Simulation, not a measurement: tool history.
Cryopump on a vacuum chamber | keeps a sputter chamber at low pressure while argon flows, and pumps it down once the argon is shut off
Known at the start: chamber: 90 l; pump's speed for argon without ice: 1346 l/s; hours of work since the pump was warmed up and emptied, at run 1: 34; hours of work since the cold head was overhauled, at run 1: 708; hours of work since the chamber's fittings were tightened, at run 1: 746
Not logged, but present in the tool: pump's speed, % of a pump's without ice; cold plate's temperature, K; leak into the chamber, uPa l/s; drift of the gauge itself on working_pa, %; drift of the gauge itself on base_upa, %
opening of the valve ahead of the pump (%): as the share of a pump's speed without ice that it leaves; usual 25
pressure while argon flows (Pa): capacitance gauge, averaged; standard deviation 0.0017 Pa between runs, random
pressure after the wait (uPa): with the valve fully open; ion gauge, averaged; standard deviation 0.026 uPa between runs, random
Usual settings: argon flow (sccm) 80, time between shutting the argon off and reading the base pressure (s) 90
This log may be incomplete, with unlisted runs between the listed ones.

run,hour,argon flow (sccm),time between shutting the argon off and reading the base pressure (s),opening of the valve ahead of the pump (%),hours of work since the pump was warmed up and emptied,hours of work since the cold head was overhauled,hours of work since the chamber's fittings were tightened,pressure while argon flows (Pa),pressure after the wait (uPa)
1,0.0,80,90,25,34,708,746,0.4047,1.15
2,35.9,80,90,25,51,726,763,0.4084,1.15
3,63.8,80,90,25,65,739,777,0.4020,1.26
4,111.1,80,90,25,88,762,800,0.4069,1.21
5,140.4,80,24,25,102,776,814,0.4047,3.52
6,198.0,80,188,25,130,805,842,0.4078,0.78
7,241.6,80,90,25,151,826,863,0.4098,1.22
8,271.8,80,90,50,166,840,878,0.2071,1.22
9,302.0,69,90,25,181,855,893,0.3504,1.26
10,334.5,80,76,25,197,871,909,0.4082,1.42
11,386.8,126,35,25,222,897,934,0.6509,2.58
12,416.0,126,35,25,236,911,948,0.6442,2.55
13,450.4,79,42,28,253,928,965,0.3639,2.26
14,490.2,80,90,17,273,947,984,0.6050,1.25

Expected results for the next run?
15,524.4,32,134,19,289,964,1001,?,?

{"run 15": {"pressure while argon flows (Pa)": 0.2165, "pressure after the wait (uPa)": 0.95}}
On a tool with no hidden condition, and with the same random variation, this run would have come out at pressure while argon flows (Pa) 0.2119, pressure after the wait (uPa) 0.77.

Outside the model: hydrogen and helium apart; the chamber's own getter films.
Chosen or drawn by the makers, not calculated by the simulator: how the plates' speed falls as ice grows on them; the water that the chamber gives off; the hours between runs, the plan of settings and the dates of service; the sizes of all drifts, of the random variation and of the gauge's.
